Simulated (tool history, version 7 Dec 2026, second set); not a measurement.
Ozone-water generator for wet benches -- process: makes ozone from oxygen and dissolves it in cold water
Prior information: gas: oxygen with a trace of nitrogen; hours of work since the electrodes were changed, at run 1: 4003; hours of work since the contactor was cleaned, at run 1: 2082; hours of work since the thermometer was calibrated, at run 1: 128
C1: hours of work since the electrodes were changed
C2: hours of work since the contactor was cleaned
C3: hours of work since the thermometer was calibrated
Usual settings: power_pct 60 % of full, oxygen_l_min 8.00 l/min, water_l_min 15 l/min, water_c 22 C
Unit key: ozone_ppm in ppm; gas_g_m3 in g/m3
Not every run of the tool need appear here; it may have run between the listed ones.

{"run": 1, "day": 0.0, "power_pct": 60, "oxygen_l_min": 8.0, "water_l_min": 15, "water_c": 22, "C1": 4003, "C2": 2082, "C3": 128, "ozone_ppm": 17.1, "gas_g_m3": 119.1}
{"run": 2, "day": 7.617, "power_pct": 60, "oxygen_l_min": 8.0, "water_l_min": 15, "water_c": 22, "C1": 4131, "C2": 2210, "C3": 256, "ozone_ppm": 17.1, "gas_g_m3": 117.6}
{"run": 3, "day": 13.662, "power_pct": 60, "oxygen_l_min": 8.0, "water_l_min": 15, "water_c": 22, "C1": 4233, "C2": 2312, "C3": 358, "ozone_ppm": 17.0, "gas_g_m3": 116.8}
{"run": 4, "day": 18.992, "power_pct": 60, "oxygen_l_min": 8.0, "water_l_min": 15, "water_c": 22, "C1": 4323, "C2": 2402, "C3": 448, "ozone_ppm": 17.1, "gas_g_m3": 116.2}
{"run": 5, "day": 22.671, "power_pct": 60, "oxygen_l_min": 8.0, "water_l_min": 15, "water_c": 22, "C1": 4385, "C2": 2464, "C3": 510, "ozone_ppm": 17.0, "gas_g_m3": 117.9}
{"run": 6, "day": 28.846, "power_pct": 60, "oxygen_l_min": 8.0, "water_l_min": 15, "water_c": 28, "C1": 4489, "C2": 2568, "C3": 614, "ozone_ppm": 14.6, "gas_g_m3": 116.1}
{"run": 7, "day": 35.204, "power_pct": 60, "oxygen_l_min": 8.0, "water_l_min": 15, "water_c": 28, "C1": 4596, "C2": 2675, "C3": 722, "ozone_ppm": 14.8, "gas_g_m3": 115.0}
{"run": 8, "day": 39.779, "power_pct": 60, "oxygen_l_min": 8.0, "water_l_min": 15, "water_c": 28, "C1": 4673, "C2": 2752, "C3": 799, "ozone_ppm": 14.7, "gas_g_m3": 115.7}
{"run": 9, "day": 44.35, "power_pct": 50, "oxygen_l_min": 5.26, "water_l_min": 20, "water_c": 26, "C1": 4750, "C2": 2829, "C3": 876, "ozone_ppm": 13.1, "gas_g_m3": 135.8}
{"day": 51.462, "done": "contactor cleaned"}
{"run": 10, "day": 51.892, "power_pct": 64, "oxygen_l_min": 13.65, "water_l_min": 22, "water_c": 23, "C1": 4874, "C2": 7, "C3": 1000, "ozone_ppm": 12.0, "gas_g_m3": 83.8}
{"run": 11, "day": 56.362, "power_pct": 64, "oxygen_l_min": 5.2, "water_l_min": 22, "water_c": 23, "C1": 4950, "C2": 83, "C3": 1075, "ozone_ppm": 15.3, "gas_g_m3": 158.6}
{"run": 12, "day": 62.783, "power_pct": 68, "oxygen_l_min": 8.0, "water_l_min": 15, "water_c": 23, "C1": 5058, "C2": 191, "C3": 1184, "ozone_ppm": 17.4, "gas_g_m3": 122.0}
{"run": 13, "day": 70.496, "power_pct": 60, "oxygen_l_min": 8.0, "water_l_min": 16, "water_c": 14, "C1": 5188, "C2": 321, "C3": 1314, "ozone_ppm": 18.7, "gas_g_m3": 113.9}
{"run": 14, "day": 76.25, "power_pct": 41, "oxygen_l_min": 4.2, "water_l_min": 15, "water_c": 21, "C1": 5285, "C2": 418, "C3": 1411, "ozone_ppm": 15.4, "gas_g_m3": 138.3}

Run 15 has not been measured yet. What should we expect?
{"run": 15, "day": 81.379, "power_pct": 41, "oxygen_l_min": 4.2, "water_l_min": 15, "water_c": 21, "C1": 5371, "C2": 504, "C3": 1497, "ozone_ppm": "?", "gas_g_m3": "?"}

ozone_ppm: 15.3 ppm
gas_g_m3: 138.0 g/m3
Minus the tool's unlogged condition, the same run would have read ozone_ppm 17.2 ppm, gas_g_m3 153.0 g/m3.
